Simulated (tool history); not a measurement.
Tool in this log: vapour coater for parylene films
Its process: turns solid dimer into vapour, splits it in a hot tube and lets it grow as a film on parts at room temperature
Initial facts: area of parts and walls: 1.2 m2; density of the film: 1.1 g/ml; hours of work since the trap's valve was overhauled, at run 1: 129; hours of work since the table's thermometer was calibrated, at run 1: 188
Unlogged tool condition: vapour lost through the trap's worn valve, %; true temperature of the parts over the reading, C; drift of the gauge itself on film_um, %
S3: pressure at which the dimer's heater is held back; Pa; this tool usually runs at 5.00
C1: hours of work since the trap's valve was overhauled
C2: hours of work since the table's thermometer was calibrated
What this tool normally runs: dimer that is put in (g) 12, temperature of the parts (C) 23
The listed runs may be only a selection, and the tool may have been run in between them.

{"run": 1, "hour": 0.0, "dimer that is put in (g)": 12, "temperature of the parts (C)": 23, "S3": 5.0, "C1": 129, "C2": 188, "thickness of the film (nm)": 5900}
{"run": 2, "hour": 8.8, "dimer that is put in (g)": 12, "temperature of the parts (C)": 25, "S3": 5.0, "C1": 132, "C2": 192, "thickness of the film (nm)": 5480}
{"run": 3, "hour": 17.4, "dimer that is put in (g)": 12, "temperature of the parts (C)": 25, "S3": 5.0, "C1": 136, "C2": 196, "thickness of the film (nm)": 5540}
{"run": 4, "hour": 27.4, "dimer that is put in (g)": 12, "temperature of the parts (C)": 25, "S3": 5.0, "C1": 140, "C2": 200, "thickness of the film (nm)": 5510}
{"run": 5, "hour": 38.8, "dimer that is put in (g)": 12, "temperature of the parts (C)": 23, "S3": 5.0, "C1": 145, "C2": 205, "thickness of the film (nm)": 5910}
{"run": 6, "hour": 49.6, "dimer that is put in (g)": 12, "temperature of the parts (C)": 23, "S3": 5.0, "C1": 150, "C2": 210, "thickness of the film (nm)": 5920}
{"run": 7, "hour": 60.6, "dimer that is put in (g)": 12, "temperature of the parts (C)": 23, "S3": 5.0, "C1": 155, "C2": 214, "thickness of the film (nm)": 5790}
{"run": 8, "hour": 77.1, "dimer that is put in (g)": 12, "temperature of the parts (C)": 30, "S3": 5.0, "C1": 162, "C2": 221, "thickness of the film (nm)": 4610}
{"run": 9, "hour": 91.3, "dimer that is put in (g)": 12, "temperature of the parts (C)": 30, "S3": 5.0, "C1": 168, "C2": 228, "thickness of the film (nm)": 4610}
{"run": 10, "hour": 100.4, "dimer that is put in (g)": 12, "temperature of the parts (C)": 30, "S3": 5.0, "C1": 172, "C2": 231, "thickness of the film (nm)": 4550}
{"run": 11, "hour": 114.5, "dimer that is put in (g)": 12, "temperature of the parts (C)": 27, "S3": 5.0, "C1": 178, "C2": 238, "thickness of the film (nm)": 5050}
{"run": 12, "hour": 124.1, "dimer that is put in (g)": 12, "temperature of the parts (C)": 27, "S3": 5.0, "C1": 182, "C2": 242, "thickness of the film (nm)": 5020}
{"run": 13, "hour": 139.2, "dimer that is put in (g)": 5, "temperature of the parts (C)": 23, "S3": 5.0, "C1": 189, "C2": 248, "thickness of the film (nm)": 2370}
{"run": 14, "hour": 148.8, "dimer that is put in (g)": 8, "temperature of the parts (C)": 23, "S3": 5.0, "C1": 193, "C2": 252, "thickness of the film (nm)": 3810}
{"run": 15, "hour": 165.0, "dimer that is put in (g)": 8, "temperature of the parts (C)": 23, "S3": 5.0, "C1": 200, "C2": 259, "thickness of the film (nm)": 3770}
{"run": 16, "hour": 176.4, "dimer that is put in (g)": 12, "temperature of the parts (C)": 15, "S3": 5.0, "C1": 205, "C2": 264, "thickness of the film (nm)": 7450}
{"run": 17, "hour": 188.8, "dimer that is put in (g)": 12, "temperature of the parts (C)": 23, "S3": 5.0, "C1": 210, "C2": 270, "thickness of the film (nm)": 5610}
{"hour": 190.8, "done": "table's thermometer calibrated"}
{"run": 18, "hour": 200.9, "dimer that is put in (g)": 12, "temperature of the parts (C)": 23, "S3": 5.0, "C1": 215, "C2": 4, "thickness of the film (nm)": 5650}
{"run": 19, "hour": 210.4, "dimer that is put in (g)": 12, "temperature of the parts (C)": 23, "S3": 5.0, "C1": 219, "C2": 8, "thickness of the film (nm)": 5660}
{"hour": 218.7, "done": "trap's valve overhauled"}
{"hour": 220.6, "done": "table's thermometer calibrated, once more"}
{"run": 20, "hour": 223.3, "dimer that is put in (g)": 12, "temperature of the parts (C)": 35, "S3": 9.77, "C1": 2, "C2": 1, "thickness of the film (nm)": 3830}
{"run": 21, "hour": 233.1, "dimer that is put in (g)": 7, "temperature of the parts (C)": 19, "S3": 5.0, "C1": 6, "C2": 5, "thickness of the film (nm)": 4170}
{"run": 22, "hour": 240.3, "dimer that is put in (g)": 7, "temperature of the parts (C)": 33, "S3": 5.0, "C1": 9, "C2": 8, "thickness of the film (nm)": 2630}
{"run": 23, "hour": 247.1, "dimer that is put in (g)": 6, "temperature of the parts (C)": 18, "S3": 11.26, "C1": 12, "C2": 11, "thickness of the film (nm)": 3280}
{"run": 24, "hour": 258.8, "dimer that is put in (g)": 8, "temperature of the parts (C)": 21, "S3": 5.0, "C1": 17, "C2": 16, "thickness of the film (nm)": 4490}
{"run": 25, "hour": 270.8, "dimer that is put in (g)": 12, "temperature of the parts (C)": 20, "S3": 5.0, "C1": 22, "C2": 22, "thickness of the film (nm)": 6880}
{"run": 26, "hour": 279.3, "dimer that is put in (g)": 12, "temperature of the parts (C)": 20, "S3": 5.0, "C1": 26, "C2": 25, "thickness of the film (nm)": 6880}
{"run": 27, "hour": 292.4, "dimer that is put in (g)": 20, "temperature of the parts (C)": 20, "S3": 11.92, "C1": 31, "C2": 31, "thickness of the film (nm)": 9990}
{"run": 28, "hour": 300.4, "dimer that is put in (g)": 8, "temperature of the parts (C)": 16, "S3": 4.68, "C1": 35, "C2": 34, "thickness of the film (nm)": 5190}
{"run": 29, "hour": 314.2, "dimer that is put in (g)": 5, "temperature of the parts (C)": 16, "S3": 3.83, "C1": 41, "C2": 40, "thickness of the film (nm)": 3300}
{"run": 30, "hour": 324.0, "dimer that is put in (g)": 5, "temperature of the parts (C)": 16, "S3": 3.83, "C1": 45, "C2": 45, "thickness of the film (nm)": 3380}
{"run": 31, "hour": 332.1, "dimer that is put in (g)": 12, "temperature of the parts (C)": 16, "S3": 2.06, "C1": 48, "C2": 48, "thickness of the film (nm)": 8850}
{"run": 32, "hour": 344.3, "dimer that is put in (g)": 18, "temperature of the parts (C)": 35, "S3": 11.36, "C1": 54, "C2": 53, "thickness of the film (nm)": 5480}
{"run": 33, "hour": 356.3, "dimer that is put in (g)": 8, "temperature of the parts (C)": 22, "S3": 10.07, "C1": 59, "C2": 58, "thickness of the film (nm)": 3780}
{"run": 34, "hour": 367.8, "dimer that is put in (g)": 12, "temperature of the parts (C)": 27, "S3": 4.08, "C1": 64, "C2": 63, "thickness of the film (nm)": 5510}
{"run": 35, "hour": 382.3, "dimer that is put in (g)": 12, "temperature of the parts (C)": 27, "S3": 4.08, "C1": 70, "C2": 70, "thickness of the film (nm)": 5460}
{"run": 36, "hour": 392.3, "dimer that is put in (g)": 10, "temperature of the parts (C)": 30, "S3": 4.2, "C1": 74, "C2": 74, "thickness of the film (nm)": 4090}
{"run": 37, "hour": 402.9, "dimer that is put in (g)": 12, "temperature of the parts (C)": 32, "S3": 10.39, "C1": 79, "C2": 79, "thickness of the film (nm)": 4060}
{"run": 38, "hour": 417.9, "dimer that is put in (g)": 9, "temperature of the parts (C)": 35, "S3": 4.85, "C1": 85, "C2": 85, "thickness of the film (nm)": 3100}

Predict each of these 3 candidate next runs independently; none follows another, all start after run 38:
{"run": "A", "hour": 426.8, "dimer that is put in (g)": 12, "temperature of the parts (C)": 23, "S3": 2.48, "C1": 89, "C2": 89, "thickness of the film (nm)": "?"}
{"run": "B", "hour": 426.8, "dimer that is put in (g)": 7, "temperature of the parts (C)": 25, "S3": 5.0, "C1": 89, "C2": 89, "thickness of the film (nm)": "?"}
{"run": "C", "hour": 426.8, "dimer that is put in (g)": 9, "temperature of the parts (C)": 27, "S3": 4.1, "C1": 89, "C2": 89, "thickness of the film (nm)": "?"}

run=A thickness_of_the_film_(nm)=6610
run=B thickness_of_the_film_(nm)=3340
run=C thickness_of_the_film_(nm)=4020
Stripped of hidden state, with their random variation kept, the same runs would have yielded:
run=A thickness_of_the_film_(nm)=6830
run=B thickness_of_the_film_(nm)=3450
run=C thickness_of_the_film_(nm)=4150
